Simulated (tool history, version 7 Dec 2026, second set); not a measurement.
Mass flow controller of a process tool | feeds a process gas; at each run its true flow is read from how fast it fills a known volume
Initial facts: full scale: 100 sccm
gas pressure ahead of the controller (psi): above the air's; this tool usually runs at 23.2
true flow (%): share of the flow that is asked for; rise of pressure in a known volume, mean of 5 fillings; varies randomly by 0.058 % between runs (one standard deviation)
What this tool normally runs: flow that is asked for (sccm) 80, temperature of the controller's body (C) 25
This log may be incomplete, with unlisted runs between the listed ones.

| run | day | flow that is asked for (sccm) | gas pressure ahead of the controller (psi) | temperature of the controller's body (C) | true flow (%) |
|---|---|---|---|---|---|
| 1 | 0.000 | 80 | 23.2 | 25 | 99.59 |
| 2 | 7.588 | 80 | 23.2 | 25 | 99.41 |
| 3 | 12.192 | 80 | 23.2 | 25 | 99.59 |
| 4 | 17.792 | 80 | 23.2 | 25 | 99.62 |
| 5 | 22.750 | 80 | 23.2 | 25 | 99.49 |
| 6 | 27.879 | 80 | 23.2 | 25 | 99.47 |
| 7 | 33.338 | 80 | 23.2 | 25 | 99.51 |
| 8 | 37.233 | 80 | 23.2 | 25 | 99.43 |
| 9 | 45.500 | 80 | 23.2 | 25 | 99.43 |
| 10 | 49.388 | 80 | 23.2 | 25 | 99.43 |
| 11 | 57.146 | 80 | 35.1 | 25 | 98.79 |
| 12 | 63.533 | 80 | 35.1 | 25 | 98.68 |
| 13 | 69.521 | 80 | 35.1 | 25 | 98.75 |
| 14 | 73.354 | 80 | 35.1 | 25 | 98.67 |
| 15 | 78.792 | 80 | 35.1 | 25 | 98.75 |
| 16 | 84.321 | 27 | 23.2 | 25 | 95.85 |
| 17 | 89.562 | 27 | 23.2 | 25 | 95.77 |
|  | 95.708 | controller's zero set anew |
| 18 | 98.421 | 80 | 23.2 | 26 | 101.03 |
| 19 | 102.412 | 80 | 33.6 | 25 | 100.40 |
| 20 | 107.346 | 80 | 23.2 | 25 | 101.02 |
| 21 | 112.950 | 80 | 32.6 | 25 | 100.37 |
| 22 | 118.075 | 80 | 23.2 | 25 | 100.80 |
| 23 | 124.583 | 80 | 23.2 | 21 | 100.71 |
| 24 | 131.767 | 13 | 23.2 | 25 | 99.81 |
| 25 | 140.588 | 25 | 23.8 | 35 | 100.58 |
| 26 | 144.321 | 70 | 23.8 | 35 | 101.32 |

For run 27, what comes out?
| 27 | 148.254 | 28 | 23.8 | 35 | ? |

true flow (%): 100.75
Without the tool's hidden state the same run would have given true flow (%) 100.55.
